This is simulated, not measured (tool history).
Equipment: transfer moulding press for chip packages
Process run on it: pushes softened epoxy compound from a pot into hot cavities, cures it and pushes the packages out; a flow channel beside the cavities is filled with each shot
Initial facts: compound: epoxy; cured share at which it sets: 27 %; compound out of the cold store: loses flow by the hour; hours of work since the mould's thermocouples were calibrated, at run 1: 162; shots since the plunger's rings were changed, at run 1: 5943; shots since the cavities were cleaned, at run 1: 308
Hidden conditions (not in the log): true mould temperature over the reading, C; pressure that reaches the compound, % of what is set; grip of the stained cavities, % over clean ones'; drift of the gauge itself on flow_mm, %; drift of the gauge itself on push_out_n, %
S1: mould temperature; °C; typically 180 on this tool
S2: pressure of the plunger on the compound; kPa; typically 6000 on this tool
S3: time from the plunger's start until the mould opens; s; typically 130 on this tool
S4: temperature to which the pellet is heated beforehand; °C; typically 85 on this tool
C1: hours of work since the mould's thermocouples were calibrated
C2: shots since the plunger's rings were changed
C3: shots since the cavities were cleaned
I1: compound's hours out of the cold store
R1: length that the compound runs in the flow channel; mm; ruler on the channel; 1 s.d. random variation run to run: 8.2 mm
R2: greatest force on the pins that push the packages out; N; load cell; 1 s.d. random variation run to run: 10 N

run 1 hour=0.0 | S1=180 S2=6000 S3=130 S4=85 | C1=162 C2=5943 C3=308 | I1=46.7 | R1=763 R2=640
-- hour=29.3 plunger's sealing rings changed
run 2 hour=32.0 | S1=180 S2=6000 S3=130 S4=90 | C1=183 C2=28 C3=610 | I1=32.4 | R1=897 R2=763
run 3 hour=49.9 | S1=180 S2=6000 S3=130 S4=90 | C1=196 C2=210 C3=792 | I1=35.3 | R1=890 R2=769
run 4 hour=63.7 | S1=180 S2=6000 S3=130 S4=90 | C1=206 C2=351 C3=933 | I1=38.2 | R1=870 R2=801
run 5 hour=89.0 | S1=180 S2=6000 S3=130 S4=90 | C1=223 C2=609 C3=1191 | I1=16.3 | R1=931 R2=855
-- hour=92.1 cavities cleaned with cleaning compound and waxed
run 6 hour=121.7 | S1=180 S2=6000 S3=130 S4=90 | C1=245 C2=928 C3=302 | I1=26.0 | R1=897 R2=976
run 7 hour=145.1 | S1=180 S2=6000 S3=130 S4=85 | C1=262 C2=1167 C3=541 | I1=16.0 | R1=949 R2=973
run 8 hour=169.6 | S1=180 S2=6000 S3=130 S4=85 | C1=279 C2=1417 C3=791 | I1=23.1 | R1=919 R2=936
-- hour=176.0 cavities cleaned with cleaning compound and waxed, once more
run 9 hour=197.7 | S1=180 S2=6000 S3=130 S4=85 | C1=298 C2=1689 C3=222 | I1=16.7 | R1=933 R2=610
run 10 hour=219.8 | S1=180 S2=4660 S3=130 S4=85 | C1=314 C2=1914 C3=447 | I1=19.3 | R1=789 R2=724
run 11 hour=240.5 | S1=180 S2=6000 S3=130 S4=82 | C1=328 C2=2125 C3=658 | I1=45.6 | R1=833 R2=740
run 12 hour=263.0 | S1=180 S2=6000 S3=130 S4=82 | C1=344 C2=2355 C3=888 | I1=46.5 | R1=822 R2=812
run 13 hour=288.9 | S1=180 S2=6000 S3=130 S4=85 | C1=362 C2=2620 C3=1153 | I1=18.9 | R1=909 R2=843
-- hour=295.3 cavities cleaned with cleaning compound and waxed
run 14 hour=307.7 | S1=180 S2=6000 S3=128 S4=85 | C1=375 C2=2797 C3=127 | I1=25.9 | R1=872 R2=564
run 15 hour=323.1 | S1=182 S2=6000 S3=150 S4=90 | C1=385 C2=2954 C3=284 | I1=28.8 | R1=871 R2=550
run 16 hour=345.0 | S1=182 S2=5240 S3=159 S4=90 | C1=401 C2=3177 C3=507 | I1=47.2 | R1=740 R2=627
run 17 hour=360.8 | S1=183 S2=5240 S3=114 S4=90 | C1=412 C2=3338 C3=668 | I1=20.7 | R1=801 R2=786
run 18 hour=387.7 | S1=183 S2=4570 S3=114 S4=90 | C1=431 C2=3613 C3=943 | I1=41.0 | R1=703 R2=827
run 19 hour=404.3 | S1=183 S2=4570 S3=147 S4=90 | C1=443 C2=3783 C3=1113 | I1=35.1 | R1=711 R2=738
-- hour=414.0 cavities cleaned with cleaning compound and waxed
run 20 hour=421.7 | S1=178 S2=5680 S3=166 S4=91 | C1=454 C2=3945 C3=78 | I1=35.6 | R1=821 R2=462
run 21 hour=447.9 | S1=181 S2=7150 S3=142 S4=86 | C1=472 C2=4213 C3=346 | I1=22.9 | R1=922 R2=604
run 22 hour=471.6 | S1=181 S2=7150 S3=142 S4=80 | C1=489 C2=4454 C3=587 | I1=11.8 | R1=969 R2=695
run 23 hour=497.2 | S1=175 S2=7000 S3=142 S4=80 | C1=507 C2=4716 C3=849 | I1=36.6 | R1=882 R2=863
run 24 hour=523.9 | S1=179 S2=4930 S3=148 S4=80 | C1=526 C2=4988 C3=1121 | I1=39.8 | R1=721 R2=768
-- hour=534.3 cavities cleaned with cleaning compound and waxed
run 25 hour=550.3 | S1=187 S2=7160 S3=148 S4=80 | C1=544 C2=5243 C3=164 | I1=12.3 | R1=913 R2=507
run 26 hour=581.6 | S1=180 S2=5930 S3=134 S4=90 | C1=566 C2=5562 C3=483 | I1=10.2 | R1=848 R2=686
run 27 hour=607.3 | S1=177 S2=5930 S3=134 S4=90 | C1=584 C2=5824 C3=745 | I1=13.8 | R1=850 R2=846
run 28 hour=629.1 | S1=177 S2=5930 S3=134 S4=90 | C1=599 C2=6047 C3=968 | I1=29.3 | R1=806 R2=899

Some steps in R1, run to run, broken into two amounts with sign: the step expected even without the hidden condition (settings, incoming material, random variation), and the rest, left for the hidden condition together with whatever gauge scatter is not in both the measured and the hidden-condition-free result:
Run 1 -> 2: S4 85 -> 90, plunger's sealing rings changed. R1 +134 mm: hidden state +105, all else +29.
Run 23 -> 24: S1 175 -> 179, S2 7000 -> 4930, S3 142 -> 148. R1 -161 mm: hidden state +12, all else -173.
Run 24 -> 25: S1 179 -> 187, S2 4930 -> 7160, cavities cleaned with cleaning compound and waxed. R1 +192 mm: hidden state -29, all else +221.
